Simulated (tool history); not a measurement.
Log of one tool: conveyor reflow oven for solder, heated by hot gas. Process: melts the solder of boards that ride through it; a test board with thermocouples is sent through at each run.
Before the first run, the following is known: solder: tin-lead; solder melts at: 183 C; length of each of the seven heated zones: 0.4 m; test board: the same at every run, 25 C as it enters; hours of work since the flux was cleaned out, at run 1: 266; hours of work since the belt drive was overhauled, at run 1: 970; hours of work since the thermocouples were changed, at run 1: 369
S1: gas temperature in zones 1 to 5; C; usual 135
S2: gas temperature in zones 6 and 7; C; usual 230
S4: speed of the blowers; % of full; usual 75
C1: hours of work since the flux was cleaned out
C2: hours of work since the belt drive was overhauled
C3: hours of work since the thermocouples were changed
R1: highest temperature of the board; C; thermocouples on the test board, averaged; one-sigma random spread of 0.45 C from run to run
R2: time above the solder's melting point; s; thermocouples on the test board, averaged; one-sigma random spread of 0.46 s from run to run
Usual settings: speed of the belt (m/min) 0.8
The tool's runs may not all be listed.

Run 1, hour 0: usual settings; C1 266; C2 970; C3 369. Result: R1 211.7 C, R2 39.9 s.
Run 2, hour 76.9: usual settings; C1 313; C2 1017; C3 417. Result: R1 211.6 C, R2 39.5 s.
Run 3, hour 172.7: usual settings but S4 56 % of full; C1 372; C2 1076; C3 476. Result: R1 205.4 C, R2 34.4 s.
Run 4, hour 232.1: usual settings but S1 125 C, S4 56 % of full; C1 408; C2 1112; C3 512. Result: R1 202.6 C, R2 28.6 s.
At hour 247.5: flux residue cleaned out of gas plates and filters.
Run 5, hour 328.5: usual settings; C1 50; C2 1168; C3 568. Result: R1 213 C, R2 42.9 s.
Run 6, hour 397.6: usual settings; C1 92; C2 1211; C3 610. Result: R1 212.7 C, R2 41.8 s.
Run 7, hour 451.3: usual settings but S4 85 % of full; C1 125; C2 1244; C3 643. Result: R1 214.4 C, R2 43.4 s.
Run 8, hour 521.5: usual settings but S4 85 % of full; C1 168; C2 1287; C3 687. Result: R1 214.1 C, R2 43.3 s.
At hour 557.3: thermocouples of zones 6 and 7 changed.
Run 9, hour 585: usual settings but S4 85 % of full; C1 206; C2 1324; C3 17. Result: R1 213.8 C, R2 44 s.
Run 10, hour 682.3: usual settings; C1 266; C2 1384; C3 77. Result: R1 211.6 C, R2 40.7 s.
Run 11, hour 733.5: usual settings; C1 297; C2 1416; C3 108. Result: R1 211.5 C, R2 40.3 s.
Run 12, hour 791.8: usual settings; C1 333; C2 1451; C3 144. Result: R1 211.1 C, R2 40.3 s.
Run 13, hour 866.2: usual settings but S2 226 C; C1 379; C2 1497; C3 190. Result: R1 206.6 C, R2 37.3 s.
At hour 934.4: flux residue cleaned out of gas plates and filters.
Run 14, hour 937.7: usual settings but S2 226 C; C1 2; C2 1538; C3 230. Result: R1 209.9 C, R2 41.8 s.
Run 15, hour 1006.1: usual settings but S2 226 C; C1 44; C2 1580; C3 272. Result: R1 210 C, R2 40.6 s.
At hour 1039.5: belt drive overhauled, speed set with a stopwatch.
Run 16, hour 1106.4: usual settings but S2 231 C; C1 103; C2 41; C3 332. Result: R1 212.5 C, R2 41.1 s.
Run 17, hour 1175.1: usual settings but S2 231 C; C1 145; C2 83; C3 374. Result: R1 212.2 C, R2 41.3 s.
Run 18, hour 1242.9: usual settings but S2 231 C; C1 187; C2 125; C3 415. Result: R1 212.3 C, R2 41 s.
Run 19, hour 1325.2: usual settings but S2 231 C; C1 237; C2 175; C3 466. Result: R1 210.9 C, R2 39.6 s.
Run 20, hour 1397.4: usual settings but S2 231 C; C1 282; C2 220; C3 510. Result: R1 210 C, R2 40.1 s.
Run 21, hour 1447.7: usual settings but S1 126 C, S2 242 C, speed of the belt (m/min) 0.816, S4 76 % of full; C1 313; C2 251; C3 541. Result: R1 217.8 C, R2 40.8 s.
Run 22, hour 1505.2: usual settings but S2 229 C, speed of the belt (m/min) 0.661, S4 63 % of full; C1 348; C2 286; C3 576. Result: R1 211.7 C, R2 50.4 s.
Run 23, hour 1563.5: usual settings but S2 226 C, S4 61 % of full; C1 384; C2 322; C3 612. Result: R1 203 C, R2 30.1 s.
At hour 1618.7: flux residue cleaned out of gas plates and filters.
Run 24, hour 1634.7: usual settings but S2 226 C, S4 61 % of full; C1 10; C2 362; C3 653. Result: R1 206.1 C, R2 35.6 s.
Run 25, hour 1683.4: usual settings but S2 226 C, S4 61 % of full; C1 40; C2 392; C3 683. Result: R1 205.4 C, R2 35 s.
At hour 1721.7: thermocouples of zones 6 and 7 changed.
Run 26, hour 1760.2: usual settings but S2 238 C, speed of the belt (m/min) 0.798, S4 61 % of full; C1 86; C2 438; C3 24. Result: R1 217.5 C, R2 44.6 s.
Run 27, hour 1850.8: usual settings but S2 238 C, speed of the belt (m/min) 0.798, S4 61 % of full; C1 141; C2 494; C3 79. Result: R1 216.6 C, R2 43.1 s.
Run 28, hour 1925.3: usual settings but S2 238 C, speed of the belt (m/min) 0.798, S4 61 % of full; C1 187; C2 539; C3 125. Result: R1 215.9 C, R2 43.3 s.
Run 29, hour 1975.2: usual settings but S2 239 C, speed of the belt (m/min) 0.758, S4 51 % of full; C1 218; C2 570; C3 156. Result: R1 215.5 C, R2 44.9 s.

Predict each of these 3 candidate next runs independently; none follows another, all start after run 29:
Run A, hour 2035.3: usual settings but S1 139 C, speed of the belt (m/min) 0.759, S4 51 % of full; C1 255; C2 607; C3 193. Result: R1 ?, R2 ?.
Run B, hour 2035.3: usual settings but speed of the belt (m/min) 0.811; C1 255; C2 607; C3 193. Result: R1 ?, R2 ?.
Run C, hour 2035.3: usual settings but S1 129 C, speed of the belt (m/min) 0.656; C1 255; C2 607; C3 193. Result: R1 ?, R2 ?.

run     R1    R2
  A  208.6  39.7
  B  211.1  39.1
  C  217.1  53.2
Stripped of hidden state, with their random variation kept, the same runs would have yielded:
run     R1    R2
  A  210.7  41.5
  B  213.9  41.1
  C  219.4  54.9

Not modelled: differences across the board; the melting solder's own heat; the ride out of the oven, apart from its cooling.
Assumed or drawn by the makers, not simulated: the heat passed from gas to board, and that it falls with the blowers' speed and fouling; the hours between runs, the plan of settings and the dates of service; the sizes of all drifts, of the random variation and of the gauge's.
